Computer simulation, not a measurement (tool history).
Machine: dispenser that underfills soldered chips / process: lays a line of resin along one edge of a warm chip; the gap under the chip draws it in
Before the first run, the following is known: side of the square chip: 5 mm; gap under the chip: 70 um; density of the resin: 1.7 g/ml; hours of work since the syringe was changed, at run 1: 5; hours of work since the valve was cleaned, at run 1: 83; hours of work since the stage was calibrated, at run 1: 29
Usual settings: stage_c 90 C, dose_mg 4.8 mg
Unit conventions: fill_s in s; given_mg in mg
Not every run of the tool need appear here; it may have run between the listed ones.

run,hour,stage_c,dose_mg,hours of work since the syringe was changed,hours of work since the valve was cleaned,hours of work since the stage was calibrated,fill_s,given_mg
1,0,90,4.8,5,83,29,15.7,4.47
# hour 8.5: new syringe of resin
2,9.3,90,4.8,0,89,34,13.6,4.42
3,15.9,90,4.8,5,93,39,15.3,4.4
4,23.9,76,4.8,10,98,44,37.4,4.37
# hour 25.6: new syringe of resin
5,29.6,76,4.8,2,102,47,29,4.43
6,36.1,103,4.8,7,106,51,9.6,4.36
# hour 42.7: new syringe of resin
7,42.9,90,4.8,0,110,55,13,4.34
8,50,90,4.8,5,114,59,15.3,4.35
9,58.2,90,4.8,10,119,65,18,4.29
# hour 59.9: new syringe of resin
10,67.4,90,4.8,5,125,70,15.1,4.3
# hour 75.7: dispensing valve cleaned and set on the balance
# hour 77.7: new syringe of resin
11,77.7,90,4.8,0,1,76,12.8,4.79
12,86.4,90,4.8,5,6,81,15,4.77
13,92.5,90,5.07,9,10,85,17.1,5.01
# hour 94.9: new syringe of resin
14,97.5,90,5.07,2,13,88,13.9,5.06
15,105.4,90,5.07,7,18,93,15.8,5.03
# hour 112.3: new syringe of resin
16,114.4,90,5.07,1,24,98,13.5,4.97
17,121.2,90,5.07,6,28,103,15.5,4.93
# hour 129.2: new syringe of resin
18,130,78,4.8,1,33,108,23,4.67
19,139.1,76,5.2,6,39,114,31.9,5.04
# hour 146.4: new syringe of resin
20,147.4,97,4.9,1,44,119,9.5,4.7
21,152.1,90,5.49,4,47,121,14.7,5.28
22,161.6,76,5.45,9,53,127,34.6,5.25
# hour 163.6: new syringe of resin
23,170,98,4.28,4,58,132,10.7,4.06
24,175.9,90,5.44,8,61,136,16.9,5.19
# hour 180.3: new syringe of resin
25,183.9,79,4.89,2,66,141,23.8,4.58
26,191.9,86,4.97,7,71,146,20.2,4.7
# hour 197.6: new syringe of resin
27,200.7,86,5.84,2,77,151,15.6,5.49
28,210,86,5.84,8,82,157,19.5,5.39
# hour 215: new syringe of resin
29,216.6,95,5.56,1,86,161,9.8,5.13
30,223,81,4.59,5,90,165,23.4,4.25
31,228.1,81,4.59,8,93,168,25.8,4.2
# hour 232.1: new syringe of resin
32,233.4,77,4.77,1,97,171,24.1,4.42
33,239.1,77,4.51,4,100,175,27.6,4.1

For run 34, what comes out?
34,247.6,77,4.51,10,105,180,?,?

{"run 34": {"fill_s": 33.3, "given_mg": 4.09}}
Without the tool's hidden state the same run would have given fill_s 25.4 s, given_mg 4.49 mg.

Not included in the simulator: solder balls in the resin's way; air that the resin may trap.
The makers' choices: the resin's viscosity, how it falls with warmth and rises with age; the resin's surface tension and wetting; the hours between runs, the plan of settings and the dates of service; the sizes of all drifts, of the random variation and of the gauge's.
